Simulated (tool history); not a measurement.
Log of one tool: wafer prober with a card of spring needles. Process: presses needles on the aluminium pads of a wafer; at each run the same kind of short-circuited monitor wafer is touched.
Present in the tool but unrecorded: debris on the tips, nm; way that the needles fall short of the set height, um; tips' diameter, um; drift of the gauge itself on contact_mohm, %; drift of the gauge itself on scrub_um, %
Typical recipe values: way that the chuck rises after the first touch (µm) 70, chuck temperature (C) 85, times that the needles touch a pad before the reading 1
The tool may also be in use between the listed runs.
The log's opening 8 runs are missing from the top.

run	hour	way that the chuck rises after the first touch (µm)	chuck temperature (C)	times that the needles touch a pad before the reading	touches since the tips were cleaned	cleanings since the card got new needles	touches since the first contact's height was set	resistance of one needle with its contact and lead (mohm)	way that a needle slides on the pad (µm)
# hour 131.7: tips cleaned on abrasive film
9	141.7	54	34	1	3411	19	18230	196	8.87
# hour 150.5: tips cleaned on abrasive film
10	160.1	70	85	2	3308	20	24515	201	11.53
# hour 169.7: tips cleaned on abrasive film
11	171.8	70	85	2	721	21	28510	207	11.48
# hour 188.6: tips cleaned on abrasive film
12	190.7	70	85	2	718	22	34942	201	11.54
# hour 208.7: tips cleaned on abrasive film
13	208.7	70	31	2	0	23	41096	189	11.47
# hour 227.5: tips cleaned on abrasive film
14	228.4	70	31	2	297	24	47800	192	11.49
# hour 247: tips cleaned on abrasive film
15	247.6	70	31	2	192	25	54357	193	11.5
# hour 265.8: tips cleaned on abrasive film
16	265.8	70	116	1	0	26	60560	207	11.48
# hour 285.2: tips cleaned on abrasive film
17	285.2	70	119	1	0	27	67203	206	11.5
18	296.4	70	119	1	3840	27	71043	209	11.46
# hour 304.5: tips cleaned on abrasive film
19	315.4	75	46	2	3735	28	77519	192	12.3
# hour 323.1: tips cleaned on abrasive film
20	327.3	75	46	2	1435	29	81554	194	12.31
# hour 341.6: tips cleaned on abrasive film
21	345.8	75	46	2	1449	30	87894	194	12.28
22	360	75	46	2	6298	30	92743	195	12.31
# hour 361.1: tips cleaned on abrasive film
23	376.6	70	91	3	5300	31	98396	207	11.52
# hour 380: tips cleaned on abrasive film
24	387.1	70	91	3	2420	32	101979	204	11.51
# hour 399.6: tips cleaned on abrasive film
25	399.7	90	91	3	44	33	106270	198	14.78
26	409.1	90	91	3	3251	33	109477	203	14.8
# hour 418.6: tips cleaned on abrasive film
# hour 425.4: height of the first contact set anew
27	427.4	70	93	1	2889	34	670	203	11.54
# hour 437.9: tips cleaned on abrasive film
28	437.9	70	93	1	0	35	4232	205	11.53
29	447.1	70	93	2	3159	35	7391	204	11.51
# hour 457.9: tips cleaned on abrasive film
30	459.4	72	77	2	535	36	11598	202	11.82
31	470.9	70	85	2	4472	36	15535	204	11.48
# hour 477.3: tips cleaned on abrasive film
32	482	57	58	2	1607	37	19317	200	9.39

The next listed run, before its measurement:
# hour 496.6: tips cleaned on abrasive film
33	504	57	58	2	2541	38	26810	?	?

Run 33 measured resistance of one needle with its contact and lead (mohm) 197, way that a needle slides on the pad (µm) 9.37.
Take away the tool's hidden state, keep the run-to-run variation as it was, and the same run would have given resistance of one needle with its contact and lead (mohm) 197, way that a needle slides on the pad (µm) 9.37.
